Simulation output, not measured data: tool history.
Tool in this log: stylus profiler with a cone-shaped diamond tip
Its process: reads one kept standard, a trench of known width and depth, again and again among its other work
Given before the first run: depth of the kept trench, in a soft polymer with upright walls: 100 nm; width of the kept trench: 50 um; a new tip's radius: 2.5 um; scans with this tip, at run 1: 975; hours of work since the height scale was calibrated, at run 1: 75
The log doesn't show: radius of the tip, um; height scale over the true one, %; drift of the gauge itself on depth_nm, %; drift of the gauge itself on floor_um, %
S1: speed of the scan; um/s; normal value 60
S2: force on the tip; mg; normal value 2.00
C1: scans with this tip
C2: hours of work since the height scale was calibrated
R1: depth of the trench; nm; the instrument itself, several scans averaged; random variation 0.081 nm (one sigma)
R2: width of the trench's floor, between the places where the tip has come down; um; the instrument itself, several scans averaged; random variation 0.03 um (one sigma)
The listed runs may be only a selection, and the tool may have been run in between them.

{"run": 1, "hour": 0.0, "S1": 60, "S2": 2.0, "C1": 975, "C2": 75, "R1": 101.45, "R2": 48.12}
{"run": 2, "hour": 49.0, "S1": 60, "S2": 2.0, "C1": 1392, "C2": 107, "R1": 101.31, "R2": 48.2}
{"run": 3, "hour": 109.5, "S1": 60, "S2": 2.0, "C1": 1908, "C2": 146, "R1": 101.31, "R2": 48.06}
{"run": 4, "hour": 155.4, "S1": 60, "S2": 2.0, "C1": 2299, "C2": 176, "R1": 101.3, "R2": 48.02}
{"run": 5, "hour": 198.8, "S1": 60, "S2": 3.73, "C1": 2669, "C2": 204, "R1": 102.07, "R2": 48.09}
{"run": 6, "hour": 253.2, "S1": 60, "S2": 3.73, "C1": 3132, "C2": 240, "R1": 102.01, "R2": 48.08}
{"run": 7, "hour": 309.5, "S1": 60, "S2": 0.77, "C1": 3613, "C2": 276, "R1": 100.48, "R2": 47.71}
{"run": 8, "hour": 363.1, "S1": 60, "S2": 5.25, "C1": 4069, "C2": 311, "R1": 102.54, "R2": 48.05}
{"run": 9, "hour": 411.1, "S1": 60, "S2": 5.25, "C1": 4478, "C2": 343, "R1": 102.59, "R2": 48.08}
{"run": 10, "hour": 442.0, "S1": 17, "S2": 0.84, "C1": 4741, "C2": 363, "R1": 100.55, "R2": 48.11}
{"run": 11, "hour": 490.6, "S1": 16, "S2": 0.84, "C1": 5156, "C2": 395, "R1": 100.48, "R2": 48.1}
{"hour": 495.6, "done": "height scale calibrated on a step standard"}
{"run": 12, "hour": 548.8, "S1": 66, "S2": 3.36, "C1": 5647, "C2": 35, "R1": 101.72, "R2": 47.9}
{"run": 13, "hour": 595.7, "S1": 66, "S2": 3.36, "C1": 6047, "C2": 65, "R1": 101.67, "R2": 47.85}
{"run": 14, "hour": 654.9, "S1": 103, "S2": 1.0, "C1": 6551, "C2": 104, "R1": 100.73, "R2": 47.2}
{"run": 15, "hour": 710.4, "S1": 24, "S2": 1.17, "C1": 7024, "C2": 140, "R1": 100.6, "R2": 47.86}
{"hour": 764.7, "done": "height scale calibrated on a step standard, once more"}
{"run": 16, "hour": 768.1, "S1": 24, "S2": 1.01, "C1": 7512, "C2": 2, "R1": 100.79, "R2": 47.87}
{"run": 17, "hour": 813.6, "S1": 39, "S2": 1.06, "C1": 7899, "C2": 32, "R1": 100.88, "R2": 47.76}

Here are 5 independent what-if runs from the current tool condition. What would each one return?
{"run": "A", "hour": 846.1, "S1": 15, "S2": 2.27, "C1": 8176, "C2": 53, "R1": "?", "R2": "?"}
{"run": "B", "hour": 846.1, "S1": 39, "S2": 3.63, "C1": 8176, "C2": 53, "R1": "?", "R2": "?"}
{"run": "C", "hour": 846.1, "S1": 19, "S2": 2.92, "C1": 8176, "C2": 53, "R1": "?", "R2": "?"}
{"run": "D", "hour": 846.1, "S1": 134, "S2": 1.06, "C1": 8176, "C2": 53, "R1": "?", "R2": "?"}
{"run": "E", "hour": 846.1, "S1": 23, "S2": 1.06, "C1": 8176, "C2": 53, "R1": "?", "R2": "?"}

run=A R1=101.48 R2=48.02
run=B R1=102.15 R2=47.85
run=C R1=101.81 R2=47.93
run=D R1=100.99 R2=46.88
run=E R1=100.92 R2=47.85
With the hidden condition removed and each run's random variation left untouched, the same runs would have given:
run=A R1=101.51 R2=48.55
run=B R1=102.18 R2=48.39
run=C R1=101.84 R2=48.47
run=D R1=101.02 R2=47.41
run=E R1=100.95 R2=48.39
